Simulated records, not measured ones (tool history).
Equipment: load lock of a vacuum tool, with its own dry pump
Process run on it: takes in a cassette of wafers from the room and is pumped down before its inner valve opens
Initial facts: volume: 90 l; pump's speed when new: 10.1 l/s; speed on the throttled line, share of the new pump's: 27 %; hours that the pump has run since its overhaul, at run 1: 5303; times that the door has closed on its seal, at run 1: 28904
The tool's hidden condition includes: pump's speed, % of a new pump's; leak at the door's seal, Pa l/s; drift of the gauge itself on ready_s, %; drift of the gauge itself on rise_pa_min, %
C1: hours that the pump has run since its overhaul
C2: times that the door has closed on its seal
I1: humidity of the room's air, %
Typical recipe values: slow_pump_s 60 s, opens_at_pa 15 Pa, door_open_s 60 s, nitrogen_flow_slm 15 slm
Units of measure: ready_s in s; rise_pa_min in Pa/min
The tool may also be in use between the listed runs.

run 1 day=0 | slow_pump_s=60 opens_at_pa=15 door_open_s=60 nitrogen_flow_slm=15 | C1=5303 C2=28904 | I1=44 | ready_s=123.4 rise_pa_min=0.586
run 2 day=13.417 | slow_pump_s=60 opens_at_pa=15 door_open_s=60 nitrogen_flow_slm=43 | C1=5625 C2=29859 | I1=46.2 | ready_s=125.2 rise_pa_min=0.613
run 3 day=29.538 | slow_pump_s=60 opens_at_pa=15 door_open_s=60 nitrogen_flow_slm=32 | C1=6012 C2=31007 | I1=46.3 | ready_s=125.4 rise_pa_min=0.658
-- day=40.362 door's seal changed, seat wiped
run 4 day=50.854 | slow_pump_s=60 opens_at_pa=15 door_open_s=60 nitrogen_flow_slm=15 | C1=6522 C2=747 | I1=48.6 | ready_s=125.3 rise_pa_min=0.051
run 5 day=64.404 | slow_pump_s=60 opens_at_pa=15 door_open_s=60 nitrogen_flow_slm=15 | C1=6847 C2=1711 | I1=43.8 | ready_s=125.9 rise_pa_min=0.053
run 6 day=86.512 | slow_pump_s=60 opens_at_pa=15 door_open_s=60 nitrogen_flow_slm=15 | C1=7378 C2=3285 | I1=45 | ready_s=126.4 rise_pa_min=0.069
run 7 day=99.275 | slow_pump_s=60 opens_at_pa=15 door_open_s=60 nitrogen_flow_slm=15 | C1=7684 C2=4193 | I1=47.1 | ready_s=126.7 rise_pa_min=0.076
run 8 day=118.417 | slow_pump_s=34 opens_at_pa=15 door_open_s=60 nitrogen_flow_slm=15 | C1=8143 C2=5556 | I1=49.7 | ready_s=107.8 rise_pa_min=0.093
run 9 day=134.762 | slow_pump_s=34 opens_at_pa=15 door_open_s=60 nitrogen_flow_slm=15 | C1=8536 C2=6719 | I1=44.3 | ready_s=108.5 rise_pa_min=0.099
run 10 day=148.592 | slow_pump_s=60 opens_at_pa=15 door_open_s=60 nitrogen_flow_slm=15 | C1=8867 C2=7704 | I1=42.1 | ready_s=126.2 rise_pa_min=0.116
run 11 day=165.888 | slow_pump_s=69 opens_at_pa=15 door_open_s=60 nitrogen_flow_slm=15 | C1=9283 C2=8935 | I1=49.1 | ready_s=134.5 rise_pa_min=0.133
run 12 day=185.629 | slow_pump_s=62 opens_at_pa=15 door_open_s=60 nitrogen_flow_slm=15 | C1=9756 C2=10340 | I1=43.6 | ready_s=127.1 rise_pa_min=0.151
run 13 day=200.183 | slow_pump_s=62 opens_at_pa=15 door_open_s=60 nitrogen_flow_slm=15 | C1=10106 C2=11376 | I1=49.5 | ready_s=129.4 rise_pa_min=0.182
run 14 day=217.717 | slow_pump_s=113 opens_at_pa=15 door_open_s=60 nitrogen_flow_slm=15 | C1=10526 C2=12624 | I1=46.8 | ready_s=165.4 rise_pa_min=0.192
run 15 day=237.854 | slow_pump_s=113 opens_at_pa=15 door_open_s=60 nitrogen_flow_slm=15 | C1=11010 C2=14057 | I1=45.5 | ready_s=163.3 rise_pa_min=0.208
run 16 day=251.617 | slow_pump_s=113 opens_at_pa=15 door_open_s=60 nitrogen_flow_slm=15 | C1=11340 C2=15037 | I1=41 | ready_s=164.4 rise_pa_min=0.225
run 17 day=270.808 | slow_pump_s=60 opens_at_pa=15 door_open_s=55 nitrogen_flow_slm=15 | C1=11801 C2=16403 | I1=44.4 | ready_s=127.8 rise_pa_min=0.254
run 18 day=288 | slow_pump_s=60 opens_at_pa=15 door_open_s=55 nitrogen_flow_slm=15 | C1=12213 C2=17626 | I1=42.9 | ready_s=128.2 rise_pa_min=0.285
run 19 day=302.988 | slow_pump_s=30 opens_at_pa=15 door_open_s=94 nitrogen_flow_slm=34 | C1=12573 C2=18693 | I1=46.3 | ready_s=106.5 rise_pa_min=0.312
run 20 day=324.488 | slow_pump_s=108 opens_at_pa=15 door_open_s=152 nitrogen_flow_slm=15 | C1=13089 C2=20224 | I1=38.8 | ready_s=161.9 rise_pa_min=0.379
run 21 day=344.679 | slow_pump_s=87 opens_at_pa=20 door_open_s=239 nitrogen_flow_slm=37 | C1=13574 C2=21661 | I1=47.5 | ready_s=145.2 rise_pa_min=0.438
run 22 day=355.938 | slow_pump_s=87 opens_at_pa=20 door_open_s=239 nitrogen_flow_slm=37 | C1=13844 C2=22462 | I1=43.5 | ready_s=144.8 rise_pa_min=0.446
run 23 day=367.438 | slow_pump_s=60 opens_at_pa=11 door_open_s=60 nitrogen_flow_slm=22 | C1=14120 C2=23280 | I1=44.5 | ready_s=130.9 rise_pa_min=0.409
run 24 day=388.258 | slow_pump_s=60 opens_at_pa=21 door_open_s=72 nitrogen_flow_slm=15 | C1=14619 C2=24763 | I1=44.6 | ready_s=126.7 rise_pa_min=0.461
run 25 day=402.312 | slow_pump_s=60 opens_at_pa=21 door_open_s=72 nitrogen_flow_slm=15 | C1=14957 C2=25763 | I1=44.2 | ready_s=126.9 rise_pa_min=0.484
run 26 day=414.45 | slow_pump_s=49 opens_at_pa=13 door_open_s=91 nitrogen_flow_slm=20 | C1=15248 C2=26627 | I1=45 | ready_s=123.3 rise_pa_min=0.525
run 27 day=435.354 | slow_pump_s=60 opens_at_pa=16 door_open_s=60 nitrogen_flow_slm=14 | C1=15750 C2=28115 | I1=44.2 | ready_s=128.5 rise_pa_min=0.549
run 28 day=454.446 | slow_pump_s=54 opens_at_pa=20 door_open_s=179 nitrogen_flow_slm=6 | C1=16208 C2=29474 | I1=44.7 | ready_s=121.9 rise_pa_min=0.684
run 29 day=467.442 | slow_pump_s=60 opens_at_pa=15 door_open_s=34 nitrogen_flow_slm=17 | C1=16520 C2=30399 | I1=46 | ready_s=129.1 rise_pa_min=0.624
run 30 day=481.542 | slow_pump_s=60 opens_at_pa=15 door_open_s=34 nitrogen_flow_slm=17 | C1=16858 C2=31402 | I1=44.6 | ready_s=130.8 rise_pa_min=0.654
-- day=486.75 door's seal changed, seat wiped
run 31 day=492.167 | slow_pump_s=77 opens_at_pa=15 door_open_s=34 nitrogen_flow_slm=17 | C1=17112 C2=385 | I1=44.6 | ready_s=140 rise_pa_min=0.031
run 32 day=513.342 | slow_pump_s=84 opens_at_pa=15 door_open_s=34 nitrogen_flow_slm=17 | C1=17620 C2=1892 | I1=47.4 | ready_s=147.3 rise_pa_min=0.042
run 33 day=525.412 | slow_pump_s=84 opens_at_pa=15 door_open_s=34 nitrogen_flow_slm=17 | C1=17910 C2=2752 | I1=41.1 | ready_s=147.9 rise_pa_min=0.046
run 34 day=542.45 | slow_pump_s=60 opens_at_pa=15 door_open_s=35 nitrogen_flow_slm=39 | C1=18319 C2=3964 | I1=42.6 | ready_s=132.4 rise_pa_min=0.048
run 35 day=556.475 | slow_pump_s=109 opens_at_pa=20 door_open_s=66 nitrogen_flow_slm=37 | C1=18655 C2=4963 | I1=43 | ready_s=162 rise_pa_min=0.079

Hidden condition of the tool, last listed run before each entry between runs versus first listed run after:
Run 3 -> run 4: door's seal changed, seat wiped (day 40.362)
  pump's speed, % of a new pump's: 96.2 -> 95.9; leak at the door's seal, Pa l/s: 0.9322 -> 0.0083
  measured result minus the result with no hidden state, ready_s: +2.5 -> +2.7 s; rise_pa_min: +0.624 -> +0.004 Pa/min
Run 30 -> run 31: door's seal changed, seat wiped (day 486.75)
  pump's speed, % of a new pump's: 89.7 -> 89.6; leak at the door's seal, Pa l/s: 0.9439 -> 0.0058
  measured result minus the result with no hidden state, ready_s: +7.3 -> +6.7 s; rise_pa_min: +0.626 -> +0.003 Pa/min
